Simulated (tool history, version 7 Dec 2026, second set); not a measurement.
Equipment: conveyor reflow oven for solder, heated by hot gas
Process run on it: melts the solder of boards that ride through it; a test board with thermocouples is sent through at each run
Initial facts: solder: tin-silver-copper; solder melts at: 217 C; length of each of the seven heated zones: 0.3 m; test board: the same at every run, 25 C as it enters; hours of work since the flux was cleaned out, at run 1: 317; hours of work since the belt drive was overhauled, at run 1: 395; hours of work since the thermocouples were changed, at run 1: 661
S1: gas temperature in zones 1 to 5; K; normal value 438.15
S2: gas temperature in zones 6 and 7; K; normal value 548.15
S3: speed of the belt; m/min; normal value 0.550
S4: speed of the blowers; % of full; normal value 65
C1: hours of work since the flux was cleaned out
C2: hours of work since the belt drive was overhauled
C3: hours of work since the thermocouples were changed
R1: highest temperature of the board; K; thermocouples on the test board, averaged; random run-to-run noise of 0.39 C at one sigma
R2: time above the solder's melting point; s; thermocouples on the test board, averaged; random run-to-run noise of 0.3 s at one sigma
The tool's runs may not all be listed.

run,hour,S1,S2,S3,S4,C1,C2,C3,R1,R2
1,0.0,438.15,548.15,0.550,65,317,395,661,519.85,42.0
# hour 9.4: flux residue cleaned out of gas plates and filters
2,35.0,438.15,548.15,0.550,65,17,414,680,517.95,39.1
3,69.4,438.15,548.15,0.550,65,39,436,703,517.95,38.7
4,132.5,438.15,548.15,0.550,65,79,477,743,516.75,38.1
5,184.6,438.15,548.15,0.550,65,113,511,777,516.35,37.3
6,240.1,438.15,548.15,0.550,65,149,546,813,516.45,36.9
7,288.6,438.15,548.15,0.550,77,180,578,844,519.45,40.1
8,316.8,438.15,548.15,0.550,77,198,596,862,518.65,40.3
9,381.8,438.15,548.15,0.550,77,240,638,904,517.75,39.6
# hour 400.3: flux residue cleaned out of gas plates and filters, once more
10,451.5,438.15,548.15,0.550,77,33,680,946,528.25,48.2
11,484.7,450.15,548.15,0.550,65,54,701,967,526.55,51.0
12,514.8,438.15,548.15,0.550,65,74,720,987,523.65,45.1
13,567.3,438.15,548.15,0.550,65,108,754,1021,522.85,45.4
# hour 589.2: thermocouples of zones 6 and 7 changed
14,619.3,438.15,548.15,0.550,65,140,787,19,524.95,45.2
15,647.6,438.15,551.15,0.550,65,158,805,38,527.05,46.3
16,702.0,438.15,551.15,0.550,65,193,840,73,525.55,46.7
17,744.8,438.15,551.15,0.550,65,221,868,100,524.95,46.4
18,778.7,438.15,551.15,0.550,65,243,889,122,525.35,46.0
19,834.9,438.15,551.15,0.550,65,279,926,159,524.35,46.3
20,895.0,438.15,551.15,0.550,65,318,964,197,524.75,45.3
# hour 905.9: flux residue cleaned out of gas plates and filters
21,966.0,443.15,551.15,0.550,65,39,1007,240,528.95,49.7
22,997.5,438.15,548.15,0.524,65,59,1027,260,527.25,50.1
23,1028.9,438.15,548.15,0.524,65,79,1048,280,526.35,49.9
24,1070.8,451.15,548.15,0.524,82,106,1075,307,532.75,58.0
25,1135.0,440.15,546.15,0.528,57,148,1116,349,522.45,46.5

Here are 5 independent what-if runs from the current tool condition. What would each one return?
A,1174.9,432.15,543.15,0.528,52,174,1142,375,?,?
B,1174.9,438.15,548.15,0.550,57,174,1142,375,?,?
C,1174.9,440.15,553.15,0.528,89,174,1142,375,?,?
D,1174.9,440.15,546.15,0.449,84,174,1142,375,?,?
E,1174.9,442.15,546.15,0.586,82,174,1142,375,?,?

run,R1,R2
A,515.35,37.8
B,520.65,43.1
C,535.65,57.0
D,533.05,65.8
E,525.25,45.1
Without the tool's unlogged condition, the same runs would have read:
run,R1,R2
A,516.45,37.8
B,521.85,42.8
C,537.25,56.3
D,534.45,64.9
E,526.85,45.0
